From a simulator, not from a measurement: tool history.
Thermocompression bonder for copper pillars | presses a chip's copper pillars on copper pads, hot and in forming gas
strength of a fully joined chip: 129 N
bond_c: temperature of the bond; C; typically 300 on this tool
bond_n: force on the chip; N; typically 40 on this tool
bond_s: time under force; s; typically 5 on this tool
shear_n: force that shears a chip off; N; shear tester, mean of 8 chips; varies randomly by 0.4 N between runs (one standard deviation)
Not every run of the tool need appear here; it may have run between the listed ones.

| run | hour | bond_c | bond_n | bond_s | shear_n |
|---|---|---|---|---|---|
| 1 | 0 | 300 | 40 | 5 | 61.3 |
| 2 | 4.1 | 300 | 40 | 5 | 61.3 |
| 3 | 14.2 | 296 | 40 | 5 | 59.1 |
| 4 | 19.2 | 296 | 40 | 5 | 58.4 |
| 5 | 29 | 300 | 41 | 5 | 61.9 |
| 6 | 34.7 | 288 | 40 | 5 | 53.2 |
| 7 | 42.5 | 300 | 40 | 5 | 60.7 |
| 8 | 50.7 | 300 | 40 | 9 | 73.4 |
| 9 | 55.1 | 300 | 40 | 9 | 73.7 |
| 10 | 62.6 | 300 | 40 | 9 | 73.5 |
|  | 67.7 | forming gas filter changed |
| 11 | 69.1 | 300 | 40 | 9 | 77.7 |
| 12 | 77.1 | 300 | 41 | 5 | 65.9 |
| 13 | 85.6 | 283 | 40 | 5 | 55.2 |
| 14 | 95.8 | 300 | 40 | 5 | 63.9 |
| 15 | 104.7 | 300 | 40 | 5 | 65.3 |
| 16 | 109.9 | 300 | 47 | 5 | 74.7 |
| 17 | 120.1 | 300 | 55 | 5 | 85.1 |
| 18 | 125.8 | 300 | 40 | 5 | 64.3 |
| 19 | 130.7 | 300 | 40 | 6 | 69.4 |
| 20 | 140.7 | 300 | 40 | 9 | 77.9 |
| 21 | 149.5 | 300 | 40 | 9 | 77.4 |
| 22 | 157.7 | 300 | 40 | 12 | 84.1 |
| 23 | 163.8 | 296 | 26 | 4 | 34.8 |
| 24 | 169.2 | 278 | 49 | 14 | 87.6 |
| 25 | 174 | 300 | 33 | 6 | 55.9 |
| 26 | 181.8 | 278 | 40 | 12 | 69.9 |
| 27 | 189.1 | 300 | 40 | 5 | 64.2 |
| 28 | 194.1 | 318 | 36 | 3 | 57 |
| 29 | 200.2 | 300 | 43 | 5 | 68.8 |
| 30 | 204.6 | 305 | 43 | 13 | 93.8 |
| 31 | 213.5 | 283 | 54 | 12 | 93.1 |
| 32 | 219.4 | 275 | 54 | 3 | 57 |
| 33 | 229 | 275 | 54 | 3 | 57.1 |
| 34 | 236.7 | 327 | 34 | 6 | 73.5 |
| 35 | 245.1 | 282 | 40 | 8 | 63 |
| 36 | 254 | 278 | 40 | 10 | 65.7 |
| 37 | 264.2 | 278 | 40 | 10 | 65.5 |
| 38 | 270.2 | 303 | 59 | 5 | 91.1 |
| 39 | 277.4 | 325 | 59 | 9 | 111.3 |
| 40 | 284 | 299 | 29 | 5 | 45 |
| 41 | 288.3 | 304 | 30 | 9 | 60.2 |

How would selected steps in shear_n from run to run divide? Give the signed amount a tool lacking its hidden state would still show from settings, what came in and random variation, and the signed amount left for the hidden state, including any gauge scatter that is not in both of the compared results.
Hidden state present: true temperature of the bond over the reading, C; force that reaches the chip, % of what is set; oxide that the forming gas leaves, % of the face; drift of the gauge itself on shear_n, %.
Run 10 -> 11: forming gas filter changed. shear_n +4.2 N: hidden state +4.6, all else -0.4.
Run 22 -> 23: bond_c 300 -> 296, bond_n 40 -> 26, bond_s 12 -> 4. shear_n -49.3 N: hidden state -0.2, all else -49.1.
Run 23 -> 24: bond_c 296 -> 278, bond_n 26 -> 49, bond_s 4 -> 14. shear_n +52.8 N: hidden state +0.1, all else +52.7.
Run 38 -> 39: bond_c 303 -> 325, bond_s 5 -> 9. shear_n +20.2 N: hidden state -1.8, all else +22.
Run 39 -> 40: bond_c 325 -> 299, bond_n 59 -> 29, bond_s 9 -> 5. shear_n -66.3 N: hidden state +2.6, all else -68.9.

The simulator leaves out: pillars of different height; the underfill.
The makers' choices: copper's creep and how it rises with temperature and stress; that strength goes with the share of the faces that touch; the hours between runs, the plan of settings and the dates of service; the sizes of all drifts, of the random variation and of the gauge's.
